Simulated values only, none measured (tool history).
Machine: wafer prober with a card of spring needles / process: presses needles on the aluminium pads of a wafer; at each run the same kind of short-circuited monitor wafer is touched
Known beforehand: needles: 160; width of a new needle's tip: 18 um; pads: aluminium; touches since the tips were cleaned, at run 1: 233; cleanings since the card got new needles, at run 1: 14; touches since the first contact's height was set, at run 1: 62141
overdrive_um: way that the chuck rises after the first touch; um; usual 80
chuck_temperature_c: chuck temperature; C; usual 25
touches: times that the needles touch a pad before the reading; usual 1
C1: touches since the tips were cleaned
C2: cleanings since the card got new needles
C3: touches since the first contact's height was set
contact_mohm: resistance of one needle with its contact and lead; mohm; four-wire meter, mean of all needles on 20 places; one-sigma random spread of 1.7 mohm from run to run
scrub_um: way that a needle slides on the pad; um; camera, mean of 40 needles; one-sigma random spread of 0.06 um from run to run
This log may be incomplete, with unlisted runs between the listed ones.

run 1 hour=0.0 | overdrive_um=80 chuck_temperature_c=25 touches=1 | C1=233 C2=14 C3=62141 | contact_mohm=175 scrub_um=13.72
-- hour=7.2 tips cleaned on abrasive film
run 2 hour=10.8 | overdrive_um=92 chuck_temperature_c=25 touches=1 | C1=2070 C2=15 C3=68263 | contact_mohm=176 scrub_um=15.82
-- hour=15.1 tips cleaned on abrasive film
run 3 hour=19.3 | overdrive_um=80 chuck_temperature_c=25 touches=2 | C1=2405 C2=16 C3=73055 | contact_mohm=177 scrub_um=13.83
-- hour=22.8 tips cleaned on abrasive film
-- hour=30.4 tips cleaned on abrasive film
run 4 hour=31.7 | overdrive_um=80 chuck_temperature_c=25 touches=1 | C1=716 C2=18 C3=79977 | contact_mohm=176 scrub_um=13.71
-- hour=38.3 tips cleaned on abrasive film
run 5 hour=41.7 | overdrive_um=80 chuck_temperature_c=25 touches=1 | C1=1910 C2=19 C3=85612 | contact_mohm=176 scrub_um=13.67
-- hour=45.9 tips cleaned on abrasive film
run 6 hour=49.8 | overdrive_um=80 chuck_temperature_c=25 touches=1 | C1=2205 C2=20 C3=90158 | contact_mohm=179 scrub_um=13.79

What will run 7 give?
-- hour=53.4 tips cleaned on abrasive film
-- hour=60.8 tips cleaned on abrasive film
run 7 hour=60.8 | overdrive_um=80 chuck_temperature_c=25 touches=1 | C1=0 C2=22 C3=96342 | contact_mohm=? scrub_um=?

Run 7 yielded contact_mohm 178 mohm, scrub_um 13.72 um.
Had the tool carried no hidden state, the very same run would have given contact_mohm 178 mohm, scrub_um 13.85 um.
